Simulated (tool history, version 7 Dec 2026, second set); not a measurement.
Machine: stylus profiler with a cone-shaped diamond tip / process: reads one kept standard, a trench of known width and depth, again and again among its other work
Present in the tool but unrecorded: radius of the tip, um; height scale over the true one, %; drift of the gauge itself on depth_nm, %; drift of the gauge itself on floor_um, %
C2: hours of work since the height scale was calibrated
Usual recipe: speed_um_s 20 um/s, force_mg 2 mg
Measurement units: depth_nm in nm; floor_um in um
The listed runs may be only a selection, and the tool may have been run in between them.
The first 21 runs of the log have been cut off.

Run 22, hour 888.4: usual settings but speed_um_s 10 um/s, force_mg 0.71 mg; scans with this tip 4466; C2 847. Result: depth_nm 200.22 nm, floor_um 16.72 um.
Run 23, hour 934.3: usual settings but speed_um_s 75 um/s, force_mg 4.15 mg; scans with this tip 4579; C2 868. Result: depth_nm 201.46 nm, floor_um 16.47 um.
Run 24, hour 988.9: usual settings but speed_um_s 75 um/s, force_mg 1.52 mg; scans with this tip 4713; C2 894. Result: depth_nm 200.58 nm, floor_um 16.26 um.
Run 25, hour 1036: usual settings but speed_um_s 73 um/s, force_mg 2.3 mg; scans with this tip 4830; C2 916. Result: depth_nm 200.85 nm, floor_um 16.37 um.
Run 26, hour 1073.8: usual settings but force_mg 0.83 mg; scans with this tip 4923; C2 934. Result: depth_nm 200.17 nm, floor_um 16.61 um.
Run 27, hour 1118.3: usual settings but speed_um_s 11 um/s, force_mg 2.87 mg; scans with this tip 5033; C2 954. Result: depth_nm 200.94 nm, floor_um 16.73 um.
Run 28, hour 1153.5: usual settings but speed_um_s 11 um/s, force_mg 2.87 mg; scans with this tip 5119; C2 971. Result: depth_nm 200.83 nm, floor_um 16.73 um.
Run 29, hour 1209.6: usual settings but force_mg 2.12 mg; scans with this tip 5258; C2 997. Result: depth_nm 200.79 nm, floor_um 16.72 um.
Run 30, hour 1248.9: usual settings but force_mg 2.12 mg; scans with this tip 5355; C2 1016. Result: depth_nm 200.8 nm, floor_um 16.66 um.
Run 31, hour 1310: usual settings but speed_um_s 80 um/s, force_mg 1.92 mg; scans with this tip 5506; C2 1044. Result: depth_nm 200.69 nm, floor_um 16.3 um.
Run 32, hour 1354.7: usual settings but speed_um_s 10 um/s, force_mg 2.54 mg; scans with this tip 5616; C2 1065. Result: depth_nm 200.91 nm, floor_um 16.73 um.
Run 33, hour 1384.9: usual settings but speed_um_s 10 um/s, force_mg 2.54 mg; scans with this tip 5690; C2 1079. Result: depth_nm 200.93 nm, floor_um 16.68 um.

5 options for the next run, each taken on its own from the tool as it stands now. Forecast them:
Run A, hour 1429.7: usual settings but speed_um_s 11 um/s, force_mg 1.18 mg; scans with this tip 5801; C2 1100. Result: depth_nm ?, floor_um ?.
Run B, hour 1429.7: usual settings but speed_um_s 38 um/s, force_mg 3.56 mg; scans with this tip 5801; C2 1100. Result: depth_nm ?, floor_um ?.
Run C, hour 1429.7: usual settings but speed_um_s 10 um/s, force_mg 1.97 mg; scans with this tip 5801; C2 1100. Result: depth_nm ?, floor_um ?.
Run D, hour 1429.7: usual settings but speed_um_s 7 um/s, force_mg 3.85 mg; scans with this tip 5801; C2 1100. Result: depth_nm ?, floor_um ?.
Run E, hour 1429.7: usual settings but speed_um_s 10 um/s, force_mg 5.8 mg; scans with this tip 5801; C2 1100. Result: depth_nm ?, floor_um ?.

run  depth_nm  floor_um
  A    200.14     16.63
  B     201.1      16.6
  C    200.48      16.7
  D    201.31     16.78
  E    201.73     16.77
With the hidden condition removed and each run's random variation left untouched, the same runs would have given:
run  depth_nm  floor_um
  A    200.74     17.07
  B    201.71     17.04
  C    201.08     17.14
  D    201.91     17.22
  E    202.34     17.22
